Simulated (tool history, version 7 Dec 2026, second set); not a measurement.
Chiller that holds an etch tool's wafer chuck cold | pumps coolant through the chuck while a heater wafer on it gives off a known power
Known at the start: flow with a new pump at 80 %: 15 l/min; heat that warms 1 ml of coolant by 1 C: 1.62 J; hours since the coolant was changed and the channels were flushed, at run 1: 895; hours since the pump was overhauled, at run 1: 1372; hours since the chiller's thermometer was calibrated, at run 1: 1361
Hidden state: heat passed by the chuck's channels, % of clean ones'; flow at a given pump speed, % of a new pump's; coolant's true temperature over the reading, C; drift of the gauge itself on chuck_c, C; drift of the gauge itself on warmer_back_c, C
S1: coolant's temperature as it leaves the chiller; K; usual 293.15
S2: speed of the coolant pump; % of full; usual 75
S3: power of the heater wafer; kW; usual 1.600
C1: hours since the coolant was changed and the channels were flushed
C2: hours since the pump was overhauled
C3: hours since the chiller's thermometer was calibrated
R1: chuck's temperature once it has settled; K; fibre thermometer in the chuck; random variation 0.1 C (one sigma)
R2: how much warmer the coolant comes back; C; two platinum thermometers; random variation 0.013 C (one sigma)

run 1 hour=0.0 | S1=293.15 S2=75 S3=1.600 | C1=895 C2=1372 C3=1361 | R1=308.85 R2=4.27
run 2 hour=13.0 | S1=293.15 S2=75 S3=1.600 | C1=908 C2=1385 C3=1374 | R1=308.85 R2=4.30
run 3 hour=26.4 | S1=293.15 S2=75 S3=1.600 | C1=921 C2=1399 C3=1387 | R1=308.95 R2=4.30
run 4 hour=39.8 | S1=293.15 S2=75 S3=1.600 | C1=935 C2=1412 C3=1400 | R1=308.95 R2=4.28
-- hour=46.4 coolant pump overhauled
run 5 hour=68.4 | S1=293.15 S2=75 S3=0.881 | C1=958 C2=22 C3=1424 | R1=301.85 R2=2.39
run 6 hour=87.2 | S1=293.15 S2=75 S3=0.881 | C1=977 C2=41 C3=1443 | R1=301.75 R2=2.37
-- hour=97.2 coolant pump overhauled, once more
run 7 hour=122.0 | S1=293.15 S2=75 S3=1.600 | C1=1007 C2=25 C3=1473 | R1=308.75 R2=4.23

Run 8 comes next. What will it give?
run 8 hour=142.6 | S1=293.15 S2=75 S3=0.826 | C1=1028 C2=45 C3=1493 | R1=? R2=?

R1: 301.05 K
R2: 2.18 C
Without the tool's hidden state the same run would have given R1 301.05 K, R2 2.19 C.
